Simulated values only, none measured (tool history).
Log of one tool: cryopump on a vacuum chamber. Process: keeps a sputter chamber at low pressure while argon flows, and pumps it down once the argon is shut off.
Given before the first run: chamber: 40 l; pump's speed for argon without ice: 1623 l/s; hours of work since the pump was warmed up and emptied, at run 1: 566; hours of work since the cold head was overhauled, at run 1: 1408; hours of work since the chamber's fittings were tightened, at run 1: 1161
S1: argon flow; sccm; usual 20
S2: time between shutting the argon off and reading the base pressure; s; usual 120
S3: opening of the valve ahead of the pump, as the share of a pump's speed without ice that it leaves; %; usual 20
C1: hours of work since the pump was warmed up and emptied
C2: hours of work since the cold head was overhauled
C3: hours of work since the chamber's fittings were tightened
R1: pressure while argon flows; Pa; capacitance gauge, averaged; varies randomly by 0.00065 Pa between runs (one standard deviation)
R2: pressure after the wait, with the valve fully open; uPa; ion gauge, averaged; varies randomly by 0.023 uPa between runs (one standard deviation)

run    hour  S1   S2  S3   C1    C2    C3      R1    R2
  1       0  20  120  20  566  1408  1161  0.1098  2.19
  2    66.2  20  120  20  594  1437  1190  0.1096  2.14
  3   113.1  20  120  17  614  1457  1210  0.1297   2.2
  4   149.7  20  120  17  630  1472  1226  0.1286  2.28
  5   223.6  20  120  49  661  1504  1257  0.0495  2.28
  6   291.9  20  120  49  691  1533  1287  0.0503  2.42
  7   351.3  20  120  49  716  1559  1312  0.0505   2.4
  8   394.6  20  120  49  735  1577  1331  0.0507  2.43
  9   431.6  20  120  49  751  1593  1346  0.0509  2.53
 10     502  20  120  35  781  1624  1377  0.0678  2.49
      558.5  -- pump warmed up, emptied and cooled again
 11   587.1  20  120  35   12  1658  1411  0.0603  2.09
 12   661.6  20  120  20   44  1690  1443  0.1056   2.1
 13   718.5  20  120  20   69  1714  1467  0.1047  2.15
 14   755.4  20  120  20   84  1730  1483  0.1059  2.21
 15   830.9  20  120  20  117  1762  1516  0.1059  2.23
 16   913.7  20  120  20  152  1798  1551  0.1064  2.23
 17   950.2  27  212  20  168  1814  1567  0.1426     2
 18  1030.2  27  212  20  202  1848  1601  0.1434  2.09
 19  1094.1   9   29  36  230  1875  1628   0.027   4.4
 20  1149.8  25  130  15  254  1899  1652  0.1773  2.36
 21    1203  13  135  15  276  1922  1675  0.0923   2.4
 22  1271.9  30  120  25  306  1952  1705   0.129  2.47
 23  1315.8  30  120  25  325  1970  1724   0.131  2.57
 24  1393.9   9   25  16  358  2004  1757    0.06  4.95
 25  1446.5  11  199  34  381  2026  1780  0.0349  2.39
 26  1532.7  11  199  34  418  2063  1817  0.0361   2.5
 27  1586.1  20   26  20  441  2086  1839  0.1083  5.02
 28  1668.9  20  245  20  476  2122  1875  0.1084  2.46
 29  1742.7  11  243  28  508  2153  1907  0.0437  2.55
 30  1818.7  30  103  24  540  2186  1939  0.1395  3.06

Difference, measured minus no-hidden-state, one row per run. Run-to-run variation is common to both terms; the gauge's own scatter need not be:
Unlogged tool condition in this case: pump's speed, % of a pump's without ice; cold plate's temperature, K; leak into the chamber, uPa l/s; drift of the gauge itself on working_pa, %; drift of the gauge itself on base_upa, %.
run       R1     R2
  1  +0.0057  +1.33
  2  +0.0061  +1.33
  3  +0.0063  +1.39
  4  +0.0066  +1.43
  5  +0.0069  +1.47
  6  +0.0074  +1.58
  7  +0.0077  +1.58
  8  +0.0079   +1.6
  9  +0.0081  +1.68
 10  +0.0085  +1.69
 11  +0.0006  +1.26
 12  +0.0009  +1.28
 13  +0.0011  +1.32
 14  +0.0012  +1.34
 15  +0.0015   +1.4
 16  +0.0017  +1.43
 17  +0.0025  +1.49
 18  +0.0029  +1.54
 19  +0.0011  +1.58
 20  +0.0033  +1.59
 21  +0.0019  +1.66
 22  +0.0047  +1.68
 23  +0.0049  +1.74
 24  +0.0016  +1.77
 25  +0.0021  +1.84
 26  +0.0023   +1.9
 27  +0.0045  +1.93
 28  +0.0048  +1.98
 29  +0.0029  +2.06
 30  +0.0084  +2.13

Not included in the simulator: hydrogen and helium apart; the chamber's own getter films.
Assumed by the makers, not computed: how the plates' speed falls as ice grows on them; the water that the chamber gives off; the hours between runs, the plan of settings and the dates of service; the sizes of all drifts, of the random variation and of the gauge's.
